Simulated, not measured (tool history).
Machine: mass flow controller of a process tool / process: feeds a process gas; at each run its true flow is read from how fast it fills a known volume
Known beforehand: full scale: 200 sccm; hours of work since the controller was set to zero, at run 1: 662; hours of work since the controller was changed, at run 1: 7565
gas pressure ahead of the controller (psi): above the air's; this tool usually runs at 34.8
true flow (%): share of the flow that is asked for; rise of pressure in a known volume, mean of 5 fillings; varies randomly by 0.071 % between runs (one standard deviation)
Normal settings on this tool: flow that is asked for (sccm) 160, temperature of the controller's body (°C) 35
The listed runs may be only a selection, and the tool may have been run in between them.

run	day	flow that is asked for (sccm)	gas pressure ahead of the controller (psi)	temperature of the controller's body (°C)	hours of work since the controller was set to zero	hours of work since the controller was changed	true flow (%)
1	0	160	34.8	35	662	7565	100.45
# day 9.204: controller exchanged for a calibrated one
2	12.6	160	34.8	35	55	55	100.48
3	26.804	47	34.8	35	287	287	98.59
4	41.417	47	34.8	35	525	525	98.72
5	53.817	47	34.8	35	727	727	98.68
6	62.604	96	34.8	35	870	870	99.49
7	74.833	96	34.8	35	1070	1070	99.43
8	85.312	96	34.8	35	1240	1240	99.43
9	101.096	135	34.8	35	1498	1498	99.94
10	110.696	135	34.8	35	1654	1654	100.06
11	122.758	160	34.8	35	1851	1851	100.48
12	135.529	160	34.8	35	2059	2059	100.48
13	152.596	160	34.8	35	2337	2337	100.58
14	161.25	160	34.8	35	2478	2478	100.41
15	180.421	160	34.8	35	2791	2791	100.38
16	192.671	34	34.8	35	2990	2990	98.53
17	211.629	160	34.8	35	3299	3299	100.56
18	220.096	160	34.8	35	3437	3437	100.37
19	239.129	160	36.8	35	3748	3748	100.4
20	258.25	160	34.8	35	4059	4059	100.36
21	272.062	160	34.8	35	4284	4284	100.43
22	289.454	160	34.8	35	4568	4568	100.6
23	300.758	160	34.8	35	4752	4752	100.46
24	314.85	160	34.8	35	4982	4982	100.49
25	331.9	31	34.8	25	5260	5260	97.45
26	341.746	34	25.7	25	5420	5420	97.63
27	359.762	34	31.6	25	5714	5714	97.46
28	375.917	35	24.2	20	5977	5977	96.96
29	394.812	74	34.8	20	6285	6285	97.47
30	412.029	23	21.3	20	6566	6566	96.93
# day 429.208: controller's zero set anew
31	430.042	23	21.3	20	14	6859	96.89
32	447.279	40	29	20	295	7140	97.08
33	462.088	30	34.8	32	536	7381	98.2
34	474.554	160	26.3	20	739	7584	98.75
# day 483.238: controller exchanged for a calibrated one
35	491.967	160	26.3	20	142	142	98.81
36	509.508	92	34.8	25	428	428	98.38
37	522.429	92	34.8	25	639	639	98.32
38	535.533	44	21	27	852	852	97.98
39	544.888	44	28.6	27	1005	1005	97.88
40	554.133	44	28.6	27	1156	1156	97.82
41	563.771	99	23.6	34	1313	1313	99.54
42	583.742	29	34.8	35	1638	1638	98.39
43	603.025	29	34.8	35	1952	1952	98.47
44	613.546	29	34.8	35	2124	2124	98.4
45	628.412	29	34.8	35	2366	2366	98.49
46	639.212	166	34.8	25	2542	2542	99.21
47	655.15	95	38.7	21	2802	2802	97.86

Take each entry between the runs: how does the hidden state at the last listed run before it differ from the hidden state at the first listed run after it?
Runs 1 to 2: controller exchanged for a calibrated one (day 9.204)
  flow at rest that the sensor doesn't see, % of full scale: 0.001 -> 0; true flow over the shown one, %: 0.01 -> 0
Runs 30 to 31: controller's zero set anew (day 429.208)
  flow at rest that the sensor doesn't see, % of full scale: 0.006 -> 0
Runs 34 to 35: controller exchanged for a calibrated one (day 483.238)
  flow at rest that the sensor doesn't see, % of full scale: 0.001 -> 0; true flow over the shown one, %: 0.01 -> 0

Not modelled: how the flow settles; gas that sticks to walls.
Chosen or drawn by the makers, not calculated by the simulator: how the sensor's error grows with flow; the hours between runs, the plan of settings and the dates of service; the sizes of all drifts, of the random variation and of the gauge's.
